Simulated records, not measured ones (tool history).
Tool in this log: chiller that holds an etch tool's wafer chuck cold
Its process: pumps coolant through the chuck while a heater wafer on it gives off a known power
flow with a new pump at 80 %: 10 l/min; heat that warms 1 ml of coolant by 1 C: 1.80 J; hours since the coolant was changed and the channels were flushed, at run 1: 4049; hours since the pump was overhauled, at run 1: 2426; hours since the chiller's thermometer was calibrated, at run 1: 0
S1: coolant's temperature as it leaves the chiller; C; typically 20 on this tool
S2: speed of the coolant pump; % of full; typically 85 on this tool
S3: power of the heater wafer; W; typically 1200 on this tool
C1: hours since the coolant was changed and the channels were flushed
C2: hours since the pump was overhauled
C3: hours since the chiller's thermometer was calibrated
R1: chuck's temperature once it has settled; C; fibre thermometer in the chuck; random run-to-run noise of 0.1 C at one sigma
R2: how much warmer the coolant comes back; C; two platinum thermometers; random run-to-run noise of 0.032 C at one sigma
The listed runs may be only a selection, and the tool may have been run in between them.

run 1 hour=0.0 | S1=20 S2=85 S3=1200 | C1=4049 C2=2426 C3=0 | R1=29.8 R2=3.89
run 2 hour=119.6 | S1=20 S2=85 S3=1200 | C1=4169 C2=2546 C3=120 | R1=29.8 R2=3.89
run 3 hour=231.5 | S1=20 S2=85 S3=1200 | C1=4281 C2=2658 C3=231 | R1=30.0 R2=3.84
run 4 hour=349.3 | S1=20 S2=85 S3=1200 | C1=4398 C2=2775 C3=349 | R1=29.6 R2=3.90
run 5 hour=424.5 | S1=20 S2=85 S3=1200 | C1=4474 C2=2851 C3=425 | R1=29.8 R2=3.89
run 6 hour=556.3 | S1=20 S2=78 S3=1200 | C1=4605 C2=2982 C3=556 | R1=30.6 R2=4.27
run 7 hour=656.9 | S1=20 S2=78 S3=684 | C1=4706 C2=3083 C3=657 | R1=26.4 R2=2.40
run 8 hour=742.5 | S1=20 S2=78 S3=684 | C1=4792 C2=3169 C3=743 | R1=26.1 R2=2.44
run 9 hour=835.8 | S1=20 S2=78 S3=684 | C1=4885 C2=3262 C3=836 | R1=26.1 R2=2.43
run 10 hour=955.0 | S1=20 S2=78 S3=684 | C1=5004 C2=3381 C3=955 | R1=26.1 R2=2.46
run 11 hour=1070.5 | S1=20 S2=78 S3=684 | C1=5120 C2=3497 C3=1071 | R1=26.3 R2=2.49
run 12 hour=1143.1 | S1=20 S2=78 S3=684 | C1=5192 C2=3569 C3=1143 | R1=26.2 R2=2.43
run 13 hour=1261.2 | S1=20 S2=70 S3=1200 | C1=5310 C2=3687 C3=1261 | R1=31.6 R2=4.89
run 14 hour=1346.7 | S1=18 S2=95 S3=775 | C1=5396 C2=3773 C3=1347 | R1=24.2 R2=2.20
run 15 hour=1512.9 | S1=20 S2=85 S3=1511 | C1=5562 C2=3939 C3=1513 | R1=32.8 R2=4.97
run 16 hour=1616.4 | S1=20 S2=85 S3=1511 | C1=5665 C2=4042 C3=1616 | R1=32.8 R2=4.93
run 17 hour=1691.7 | S1=26 S2=61 S3=1427 | C1=5741 C2=4118 C3=1692 | R1=41.4 R2=6.83
run 18 hour=1822.6 | S1=26 S2=61 S3=1427 | C1=5872 C2=4249 C3=1823 | R1=41.3 R2=6.78
run 19 hour=1925.1 | S1=26 S2=61 S3=1427 | C1=5974 C2=4351 C3=1925 | R1=41.4 R2=6.84
run 20 hour=2083.6 | S1=19 S2=61 S3=692 | C1=6133 C2=4510 C3=2084 | R1=26.6 R2=3.32

What will run 21 give?
run 21 hour=2244.0 | S1=23 S2=71 S3=850 | C1=6293 C2=4670 C3=2244 | R1=? R2=?

R1: 31.4 C
R2: 3.43 C
On a tool with no hidden condition, and with the same random variation, this run would have come out at R1 30.3 C, R2 3.25 C.

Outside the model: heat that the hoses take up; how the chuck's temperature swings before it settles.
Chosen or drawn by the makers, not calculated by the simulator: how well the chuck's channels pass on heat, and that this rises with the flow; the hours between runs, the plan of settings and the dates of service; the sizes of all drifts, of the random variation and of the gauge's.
